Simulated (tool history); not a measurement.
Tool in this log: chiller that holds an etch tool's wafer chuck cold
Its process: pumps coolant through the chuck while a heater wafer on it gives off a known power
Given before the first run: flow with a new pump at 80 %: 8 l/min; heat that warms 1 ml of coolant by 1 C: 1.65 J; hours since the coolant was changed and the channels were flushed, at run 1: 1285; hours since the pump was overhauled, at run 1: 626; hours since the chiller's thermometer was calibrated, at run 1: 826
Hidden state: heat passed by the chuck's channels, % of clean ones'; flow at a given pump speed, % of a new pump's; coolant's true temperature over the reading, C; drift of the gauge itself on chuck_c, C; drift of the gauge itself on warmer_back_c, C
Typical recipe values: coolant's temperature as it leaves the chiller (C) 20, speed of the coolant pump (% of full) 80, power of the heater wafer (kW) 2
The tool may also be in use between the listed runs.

run,day,coolant's temperature as it leaves the chiller (C),speed of the coolant pump (% of full),power of the heater wafer (kW),hours since the coolant was changed and the channels were flushed,hours since the pump was overhauled,hours since the chiller's thermometer was calibrated,chuck's temperature once it has settled (K),how much warmer the coolant comes back (C)
1,0,20,80,2,1285,626,826,309.15,9.12
2,0.738,20,80,1.088,1303,644,843,301.95,4.97
3,2.125,20,64,2,1336,677,877,313.45,11.66
4,3.438,20,64,2,1368,709,908,313.35,11.72
5,4.483,20,64,2,1393,734,933,313.35,11.76
6,5.188,20,64,1.572,1410,751,950,308.95,9.16
7,6.588,20,64,1.572,1443,784,984,309.35,9.22
8,7.717,20,80,1.928,1471,811,1011,308.65,8.87
9,8.762,20,80,1.928,1496,836,1036,308.95,8.86
10,9.488,20,80,1.928,1513,854,1053,308.85,8.8
11,10.462,20,80,1.147,1536,877,1077,302.45,5.27
12,11.792,20,80,1.147,1568,909,1109,302.45,5.29
13,13.312,20,80,1.147,1605,946,1145,302.35,5.3
14,13.983,21,80,2,1621,962,1161,310.45,9.24
15,14.788,21,80,2,1640,981,1181,310.35,9.22
16,15.85,20,80,2,1666,1007,1206,309.55,9.21
17,16.821,20,80,2,1689,1030,1229,309.65,9.17
18,17.558,26,62,2.144,1707,1048,1247,322.15,13
19,18.679,20,95,2,1734,1075,1274,306.95,7.63
20,20.15,20,69,1.456,1769,1110,1309,307.05,7.88
# day 20.475: coolant pump overhauled
21,21.196,20,69,1.456,1789,17,1329,306.95,7.91
22,22.396,20,69,1.456,1818,46,1358,307.15,7.99
23,23.379,27,66,1.18,1841,70,1382,312.05,6.72
24,24.108,23,66,1.273,1859,87,1399,309.15,7.33
25,25.267,20,84,2.425,1887,115,1427,312.45,10.64
26,26.146,14,71,2,1908,136,1448,305.85,10.63
# day 26.85: coolant pump overhauled, once more
27,27,20,80,1.284,1923,4,1464,303.55,5.86
28,28.462,20,80,1.284,1958,39,1499,303.65,5.83
29,29.55,20,86,1.284,1985,65,1525,303.05,5.43
30,30.221,20,92,2.435,2001,81,1541,310.55,9.55
31,30.996,20,64,2,2019,99,1560,313.75,11.57
32,32.404,20,80,2.026,2053,133,1593,309.85,9.28

Forecast each of these 4 alternatives for the next run:
A,33.988,20,80,1.071,2091,171,1631,?,?
B,33.988,29,80,2.329,2091,171,1631,?,?
C,33.988,22,61,1.032,2091,171,1631,?,?
D,33.988,20,80,1.79,2091,171,1631,?,?

run,chuck's temperature once it has settled (K),how much warmer the coolant comes back (C)
A,302.15,4.91
B,321.45,10.66
C,306.45,6.34
D,308.05,8.16
Without the tool's hidden state the same runs would have given:
run,chuck's temperature once it has settled (K),how much warmer the coolant comes back (C)
A,301.55,4.9
B,320.15,10.64
C,305.75,6.33
D,307.15,8.14

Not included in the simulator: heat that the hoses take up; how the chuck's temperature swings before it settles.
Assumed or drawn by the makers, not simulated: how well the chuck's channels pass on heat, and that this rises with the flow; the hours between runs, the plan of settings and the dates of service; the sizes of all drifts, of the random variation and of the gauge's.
